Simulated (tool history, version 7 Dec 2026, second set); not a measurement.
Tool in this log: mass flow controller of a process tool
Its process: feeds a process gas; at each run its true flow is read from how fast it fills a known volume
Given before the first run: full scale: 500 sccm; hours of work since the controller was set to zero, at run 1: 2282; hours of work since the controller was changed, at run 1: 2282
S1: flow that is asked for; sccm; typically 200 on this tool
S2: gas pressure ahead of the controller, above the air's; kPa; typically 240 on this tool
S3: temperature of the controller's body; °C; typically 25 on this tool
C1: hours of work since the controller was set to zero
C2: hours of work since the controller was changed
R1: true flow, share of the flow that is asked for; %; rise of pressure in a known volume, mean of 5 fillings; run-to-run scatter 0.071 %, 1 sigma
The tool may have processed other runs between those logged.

run	hour	S1	S2	S3	C1	C2	R1
1	0.0	200	240	25	2282	2282	99.58
2	401.8	200	240	25	2462	2462	99.73
3	670.4	200	160	25	2583	2583	100.14
4	1008.6	200	160	25	2735	2735	100.37
5	1367.3	200	240	33	2896	2896	100.19
6	1797.9	200	240	25	3089	3089	100.61
7	2010.3	200	240	33	3184	3184	100.44
8	2246.6	200	192	33	3290	3290	100.67
9	2550.3	88	192	33	3426	3426	100.89
10	2803.0	88	192	32	3540	3540	101.04
11	3154.9	88	192	36	3698	3698	101.09
12	3365.2	88	192	36	3792	3792	101.31
13	3658.6	200	240	25	3924	3924	101.83
14	4068.5	200	240	25	4108	4108	101.98
15	4319.9	200	240	25	4221	4221	102.14
16	4499.4	200	240	25	4301	4301	102.21
# hour 4636.0: gauge calibrated
17	4914.3	200	240	25	4487	4487	99.67
18	5219.0	200	240	35	4624	4624	99.57
19	5633.5	200	240	35	4810	4810	99.92
20	5978.8	200	240	35	4965	4965	100.12
21	6398.9	200	240	35	5154	5154	100.34
22	6595.7	66	240	25	5242	5242	100.70
23	6848.5	66	240	25	5355	5355	100.76
24	7071.7	66	240	25	5456	5456	100.84
25	7330.4	66	240	25	5572	5572	101.06
26	7541.0	184	142	25	5666	5666	101.61
27	7784.2	185	217	24	5775	5775	101.50
28	7995.5	126	147	24	5870	5870	101.94
# hour 8198.1: gauge calibrated
29	8313.6	167	141	30	6013	6013	99.73
30	8734.2	167	141	30	6202	6202	99.99
31	9090.4	167	141	30	6362	6362	100.13
32	9431.7	167	141	30	6515	6515	100.24
33	9664.9	72	141	30	6620	6620	100.33
34	9921.9	72	141	30	6735	6735	100.37
35	10282.9	72	141	30	6897	6897	100.79
36	10604.8	371	240	26	7041	7041	101.19
37	10962.4	371	240	26	7202	7202	101.34
38	11194.6	75	240	25	7306	7306	101.11
39	11475.1	75	277	23	7432	7432	101.38
40	11792.1	437	240	27	7574	7574	101.75
41	11966.2	437	240	27	7652	7652	102.04

What will run 42 give?
# hour 11991.0: controller's zero set anew
42	12208.1	221	279	20	97	7761	?

{"run 42": {"R1": 102.17}}
Were there no unlogged condition in the tool, this run, its random variation unchanged, would have produced R1 99.70 %.
